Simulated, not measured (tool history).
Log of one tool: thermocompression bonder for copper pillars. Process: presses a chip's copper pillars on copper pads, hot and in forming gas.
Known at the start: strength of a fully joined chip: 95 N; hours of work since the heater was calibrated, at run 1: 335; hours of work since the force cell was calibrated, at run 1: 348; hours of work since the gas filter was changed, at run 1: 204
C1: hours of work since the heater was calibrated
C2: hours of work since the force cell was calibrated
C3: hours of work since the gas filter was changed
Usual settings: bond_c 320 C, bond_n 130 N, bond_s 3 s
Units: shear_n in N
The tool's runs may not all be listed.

Run 1, day 0: usual settings; C1 335; C2 348; C3 204. Result: shear_n 45.4 N.
At day 0.325: forming gas filter changed.
Run 2, day 0.425: usual settings; C1 341; C2 354; C3 2. Result: shear_n 45.8 N.
Run 3, day 0.867: usual settings; C1 349; C2 361; C3 9. Result: shear_n 46 N.
Run 4, day 1.45: usual settings; C1 358; C2 370; C3 18. Result: shear_n 46.9 N.
Run 5, day 2.183: usual settings but bond_s 2 s; C1 369; C2 382; C3 30. Result: shear_n 40.4 N.
Run 6, day 2.521: usual settings; C1 375; C2 387; C3 35. Result: shear_n 45.6 N.
Run 7, day 2.917: usual settings; C1 381; C2 394; C3 41. Result: shear_n 46.2 N.
Run 8, day 3.367: usual settings; C1 388; C2 401; C3 48. Result: shear_n 46.7 N.
Run 9, day 3.983: usual settings but bond_n 167 N; C1 398; C2 411; C3 58. Result: shear_n 52.5 N.
Run 10, day 4.55: usual settings but bond_n 127 N; C1 407; C2 420; C3 67. Result: shear_n 45 N.
Run 11, day 4.971: usual settings but bond_c 312 C, bond_n 127 N; C1 414; C2 426; C3 74. Result: shear_n 42.5 N.
Run 12, day 5.525: usual settings but bond_c 296 C, bond_n 149 N; C1 423; C2 435; C3 83. Result: shear_n 41.4 N.
Run 13, day 5.904: usual settings but bond_c 296 C, bond_n 149 N; C1 429; C2 441; C3 89. Result: shear_n 41.5 N.

Forecast run 14:
Run 14, day 6.454: usual settings; C1 437; C2 450; C3 97. Result: shear_n ?.

shear_n: 47.2 N
Without the tool's hidden state the same run would have given shear_n 47 N.

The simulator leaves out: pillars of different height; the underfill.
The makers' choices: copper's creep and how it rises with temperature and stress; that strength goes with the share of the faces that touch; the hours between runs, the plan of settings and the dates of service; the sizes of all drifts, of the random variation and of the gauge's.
